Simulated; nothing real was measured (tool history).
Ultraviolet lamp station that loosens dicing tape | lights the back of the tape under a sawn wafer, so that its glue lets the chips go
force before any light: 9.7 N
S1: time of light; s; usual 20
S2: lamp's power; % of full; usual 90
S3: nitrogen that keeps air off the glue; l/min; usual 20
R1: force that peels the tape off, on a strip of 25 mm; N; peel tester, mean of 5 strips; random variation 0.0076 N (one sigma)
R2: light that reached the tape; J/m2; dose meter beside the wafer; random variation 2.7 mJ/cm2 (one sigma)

| run | hour | S1 | S2 | S3 | R1 | R2 |
|---|---|---|---|---|---|---|
| 1 | 0 | 20 | 90 | 20 | 0.275 | 3670 |
| 2 | 76.7 | 16 | 90 | 20 | 0.357 | 2970 |
| 3 | 138.7 | 16 | 90 | 20 | 0.346 | 2920 |
| 4 | 191.4 | 20 | 74 | 20 | 0.343 | 3040 |
| 5 | 227 | 20 | 74 | 20 | 0.374 | 3040 |
| 6 | 287 | 20 | 90 | 27 | 0.27 | 3660 |
|  | 309.5 | window cleaned of glue's vapour |
| 7 | 335 | 20 | 90 | 27 | 0.258 | 3670 |
| 8 | 389.3 | 20 | 90 | 27 | 0.257 | 3700 |
| 9 | 463 | 20 | 90 | 27 | 0.273 | 3680 |
| 10 | 512 | 20 | 90 | 27 | 0.267 | 3680 |
| 11 | 584.3 | 20 | 90 | 27 | 0.249 | 3640 |
| 12 | 618.4 | 20 | 90 | 27 | 0.264 | 3730 |
| 13 | 656 | 24 | 90 | 20 | 0.26 | 4360 |
| 14 | 700.8 | 24 | 90 | 20 | 0.26 | 4420 |
| 15 | 774.6 | 32 | 88 | 22 | 0.256 | 5750 |
| 16 | 834 | 38 | 95 | 22 | 0.241 | 7340 |
| 17 | 891 | 38 | 95 | 22 | 0.251 | 7330 |
|  | 946.7 | window cleaned of glue's vapour |
| 18 | 962.1 | 20 | 96 | 6 | 0.503 | 3920 |
| 19 | 1006.3 | 20 | 96 | 6 | 0.525 | 3920 |
| 20 | 1073.6 | 31 | 61 | 29 | 0.242 | 3890 |
| 21 | 1110.6 | 21 | 83 | 29 | 0.273 | 3560 |
| 22 | 1178.9 | 20 | 92 | 20 | 0.284 | 3760 |
| 23 | 1234.5 | 39 | 99 | 20 | 0.241 | 7840 |
| 24 | 1300.1 | 39 | 99 | 20 | 0.242 | 7940 |
| 25 | 1355.7 | 39 | 99 | 20 | 0.238 | 7850 |
| 26 | 1426.2 | 39 | 99 | 20 | 0.239 | 7890 |
| 27 | 1493.6 | 31 | 90 | 18 | 0.256 | 5680 |

4 ways to go on from here, each from the tool as it stands after run 27. What would each give?
| A | 1539.6 | 28 | 83 | 9 | ? | ? |
| B | 1539.6 | 40 | 90 | 18 | ? | ? |
| C | 1539.6 | 14 | 62 | 11 | ? | ? |
| D | 1539.6 | 19 | 87 | 9 | ? | ? |

| run | R1 | R2 |
|---|---|---|
| A | 0.296 | 4720 |
| B | 0.233 | 7320 |
| C | 1.46 | 1750 |
| D | 0.508 | 3370 |
Without the tool's hidden state the same runs would have given:
| run | R1 | R2 |
|---|---|---|
| A | 0.295 | 4730 |
| B | 0.233 | 7350 |
| C | 1.452 | 1750 |
| D | 0.505 | 3380 |
